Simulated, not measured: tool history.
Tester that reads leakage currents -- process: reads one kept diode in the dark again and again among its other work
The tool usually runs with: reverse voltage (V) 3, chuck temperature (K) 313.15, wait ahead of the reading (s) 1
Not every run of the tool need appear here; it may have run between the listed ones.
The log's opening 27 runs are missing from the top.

run      day  reverse voltage (V)  chuck temperature (K)  wait ahead of the reading (s)  hours of work since the probe card was cleaned  hours of work since the tester was calibrated  hours of work since the chuck was calibrated  current that the tester gives (pA)
 28  166.508                    3                 313.15                           6.35                                            1754                                           3613                                          1973                               74.67
 29  170.188                    3                 308.15                              1                                            1812                                           3671                                          2031                               54.06
 30  175.842                    3                 329.15                           2.85                                            1900                                           3760                                          2119                              209.23
     178.962  -- chuck's temperature calibrated
 31  184.175                 6.24                 306.15                           2.85                                            2030                                           3889                                            82                               64.12
 32  189.054                    3                 299.15                           2.54                                            2106                                           3966                                           158                               27.88
     191.308  -- probe card cleaned and baked
 33  197.033                    3                 299.15                           2.54                                              90                                           4089                                           281                               22.39
 34  205.362                    3                 299.15                           2.54                                             220                                           4219                                           412                               22.99
 35  209.642                 6.17                 300.15                           1.12                                             288                                           4286                                           479                               36.54
 36  217.821                 6.17                 293.15                           1.12                                             416                                           4415                                           607                                23.1
 37   224.35                10.59                 296.15                           1.38                                             518                                           4517                                           710                               39.16
 38  228.467                10.59                 296.15                           1.38                                             583                                           4582                                           774                               40.02
 39  232.221                10.59                 296.15                           1.38                                             642                                           4641                                           833                               40.86

Alternative continuations, all from the tool just after run 39; predict every row:
  A  240.2                    3                 299.15                              1                                             767                                           4766                                           958                                   ?
  B  240.2                16.08                 313.15                              1                                             767                                           4766                                           958                                   ?
  C  240.2                10.59                 307.15                           1.38                                             767                                           4766                                           958                                   ?
  D  240.2                 5.91                 322.15                              1                                             767                                           4766                                           958                                   ?

run  current that the tester gives (pA)
  A                               25.93
  B                              156.97
  C                                84.9
  D                              170.87
Had the tool no hidden state, the same runs would have come out as:
run  current that the tester gives (pA)
  A                               21.62
  B                              133.34
  C                               70.52
  D                              154.45

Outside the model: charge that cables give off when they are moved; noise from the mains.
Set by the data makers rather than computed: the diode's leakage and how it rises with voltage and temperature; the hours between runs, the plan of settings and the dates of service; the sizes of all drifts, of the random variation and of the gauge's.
